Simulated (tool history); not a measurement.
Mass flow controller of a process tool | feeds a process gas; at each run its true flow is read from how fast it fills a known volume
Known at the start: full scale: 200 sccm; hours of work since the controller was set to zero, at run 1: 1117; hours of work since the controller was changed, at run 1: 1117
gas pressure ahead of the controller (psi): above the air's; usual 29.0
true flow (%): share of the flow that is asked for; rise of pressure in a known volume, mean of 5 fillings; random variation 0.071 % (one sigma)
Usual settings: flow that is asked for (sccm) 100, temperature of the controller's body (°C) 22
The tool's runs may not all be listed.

run	hour	flow that is asked for (sccm)	gas pressure ahead of the controller (psi)	temperature of the controller's body (°C)	hours of work since the controller was set to zero	hours of work since the controller was changed	true flow (%)
1	0.0	100	29.0	22	1117	1117	99.40
2	62.6	100	29.0	22	1156	1156	99.44
3	158.7	100	29.0	22	1217	1217	99.35
4	227.9	100	29.0	22	1260	1260	99.38
5	317.3	100	29.0	22	1317	1317	99.34
6	363.0	100	29.0	22	1345	1345	99.32
7	424.7	136	25.1	29	1384	1384	100.11
# hour 433.5: controller's zero set anew
8	514.8	100	29.0	37	51	1441	100.23
9	556.6	100	29.0	37	77	1467	100.13
10	652.6	100	40.2	35	138	1527	99.63
11	702.8	110	22.9	34	169	1559	100.38
12	743.6	121	29.0	22	195	1584	99.26

5 ways to go on from here, each from the tool as it stands after run 12. What would each give?
A	791.2	121	29.0	25	225	1614	?
B	791.2	100	20.9	22	225	1614	?
C	791.2	100	26.4	32	225	1614	?
D	791.2	196	29.0	23	225	1614	?
E	791.2	121	29.0	23	225	1614	?

run	true flow (%)
A	99.47
B	99.53
C	99.96
D	99.51
E	99.32
Without the tool's hidden state the same runs would have given:
run	true flow (%)
A	99.83
B	99.94
C	100.36
D	99.79
E	99.69
